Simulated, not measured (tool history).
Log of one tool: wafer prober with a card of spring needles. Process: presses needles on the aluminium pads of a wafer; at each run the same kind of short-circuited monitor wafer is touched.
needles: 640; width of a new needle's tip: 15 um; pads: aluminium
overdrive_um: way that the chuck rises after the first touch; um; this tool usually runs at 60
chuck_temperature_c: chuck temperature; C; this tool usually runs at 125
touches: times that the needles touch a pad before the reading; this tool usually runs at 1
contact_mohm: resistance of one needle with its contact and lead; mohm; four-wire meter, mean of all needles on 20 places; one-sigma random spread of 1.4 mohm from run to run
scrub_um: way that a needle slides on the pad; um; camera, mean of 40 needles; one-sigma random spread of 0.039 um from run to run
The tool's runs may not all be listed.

| run | hour | overdrive_um | chuck_temperature_c | touches | contact_mohm | scrub_um |
|---|---|---|---|---|---|---|
| 1 | 0 | 60 | 125 | 1 | 126 | 15.86 |
|  | 4 | tips cleaned on abrasive film |
|  | 13.9 | tips cleaned on abrasive film |
| 2 | 14.9 | 60 | 125 | 1 | 129 | 15.87 |
|  | 23.7 | tips cleaned on abrasive film |
| 3 | 29 | 42 | 125 | 1 | 136 | 11.03 |
|  | 33.4 | tips cleaned on abrasive film |
|  | 43.1 | tips cleaned on abrasive film |
| 4 | 43.9 | 42 | 125 | 1 | 137 | 11.09 |
|  | 52.3 | tips cleaned on abrasive film |
|  | 61.6 | tips cleaned on abrasive film |
| 5 | 62 | 42 | 125 | 1 | 137 | 11.03 |
|  | 71 | tips cleaned on abrasive film |
| 6 | 76.3 | 42 | 125 | 1 | 136 | 11.08 |
|  | 81 | tips cleaned on abrasive film |
|  | 90 | tips cleaned on abrasive film |
| 7 | 90 | 48 | 125 | 1 | 134 | 12.59 |
|  | 100.6 | tips cleaned on abrasive film |
| 8 | 106.7 | 75 | 125 | 1 | 126 | 19.6 |
|  | 108.8 | height of the first contact set anew |
|  | 110.5 | tips cleaned on abrasive film |
|  | 120.1 | tips cleaned on abrasive film |
| 9 | 121.7 | 60 | 125 | 1 | 128 | 15.82 |
|  | 130.4 | tips cleaned on abrasive film |
| 10 | 132.6 | 60 | 125 | 1 | 127 | 15.7 |
|  | 140.2 | tips cleaned on abrasive film |
|  | 149.2 | tips cleaned on abrasive film |
| 11 | 152.5 | 60 | 125 | 1 | 127 | 15.69 |
|  | 159 | tips cleaned on abrasive film |
|  | 169.1 | tips cleaned on abrasive film |
| 12 | 171 | 60 | 25 | 1 | 112 | 15.68 |
|  | 178.8 | tips cleaned on abrasive film |
| 13 | 186.2 | 60 | 125 | 1 | 127 | 15.68 |
|  | 188.2 | tips cleaned on abrasive film |
|  | 197.5 | tips cleaned on abrasive film |
| 14 | 200.7 | 60 | 125 | 1 | 126 | 15.59 |
|  | 205.1 | gauge calibrated |
|  | 206.8 | tips cleaned on abrasive film |
|  | 216.3 | tips cleaned on abrasive film |
| 15 | 219.1 | 60 | 125 | 1 | 126 | 15.82 |
|  | 225.6 | tips cleaned on abrasive film |
| 16 | 234.3 | 52 | 125 | 1 | 130 | 13.81 |
|  | 235.8 | tips cleaned on abrasive film |
|  | 245.5 | tips cleaned on abrasive film |
| 17 | 253.5 | 51 | 36 | 1 | 117 | 13.47 |
|  | 255.4 | tips cleaned on abrasive film |
|  | 264.8 | tips cleaned on abrasive film |
| 18 | 266.8 | 52 | 125 | 2 | 128 | 13.73 |
|  | 274.9 | tips cleaned on abrasive film |
| 19 | 282.5 | 52 | 125 | 2 | 130 | 13.69 |
|  | 284.4 | tips cleaned on abrasive film |
|  | 294.7 | tips cleaned on abrasive film |
| 20 | 296 | 77 | 125 | 1 | 125 | 20.28 |
|  | 303.8 | tips cleaned on abrasive film |
| 21 | 309.6 | 65 | 82 | 2 | 123 | 17.07 |
|  | 313.3 | tips cleaned on abrasive film |
|  | 323.1 | tips cleaned on abrasive film |
| 22 | 329.1 | 65 | 82 | 2 | 119 | 17.1 |
|  | 332.5 | tips cleaned on abrasive film |
|  | 337.3 | height of the first contact set anew |
|  | 342.3 | tips cleaned on abrasive film |
| 23 | 342.6 | 44 | 31 | 1 | 117 | 11.49 |
|  | 351.6 | tips cleaned on abrasive film |
| 24 | 355 | 73 | 125 | 2 | 124 | 19.08 |
|  | 361.3 | tips cleaned on abrasive film |
|  | 371.1 | tips cleaned on abrasive film |
|  | 371.9 | gauge calibrated |
| 25 | 371.9 | 73 | 125 | 2 | 125 | 19.33 |
|  | 380.1 | tips cleaned on abrasive film |
| 26 | 383 | 73 | 125 | 2 | 124 | 19.28 |
|  | 390.4 | tips cleaned on abrasive film |
| 27 | 396.1 | 73 | 125 | 2 | 125 | 19.25 |
|  | 399.7 | tips cleaned on abrasive film |
| 28 | 405.4 | 73 | 125 | 2 | 125 | 19.27 |
|  | 409.4 | tips cleaned on abrasive film |
| 29 | 417.6 | 50 | 125 | 1 | 133 | 13.14 |
|  | 418.6 | tips cleaned on abrasive film |
|  | 427.6 | tips cleaned on abrasive film |
|  | 437.2 | tips cleaned on abrasive film |
| 30 | 437.2 | 50 | 125 | 1 | 132 | 13.15 |

Branching from run 30: 5 alternative next runs. What would each branch give?
|  | 446.7 | tips cleaned on abrasive film |
| A | 448.6 | 60 | 27 | 2 | ? | ? |
|  | 446.7 | tips cleaned on abrasive film |
| B | 448.6 | 43 | 30 | 1 | ? | ? |
|  | 446.7 | tips cleaned on abrasive film |
| C | 448.6 | 65 | 72 | 1 | ? | ? |
|  | 446.7 | tips cleaned on abrasive film |
| D | 448.6 | 73 | 39 | 1 | ? | ? |
|  | 446.7 | tips cleaned on abrasive film |
| E | 448.6 | 72 | 34 | 2 | ? | ? |

| run | contact_mohm | scrub_um |
|---|---|---|
| A | 113 | 15.8 |
| B | 121 | 11.28 |
| C | 118 | 17.15 |
| D | 111 | 19.26 |
| E | 110 | 18.98 |
Had the tool no hidden state, the same runs would have come out as:
| run | contact_mohm | scrub_um |
|---|---|---|
| A | 112 | 15.88 |
| B | 121 | 11.34 |
| C | 117 | 17.24 |
| D | 111 | 19.36 |
| E | 110 | 19.08 |
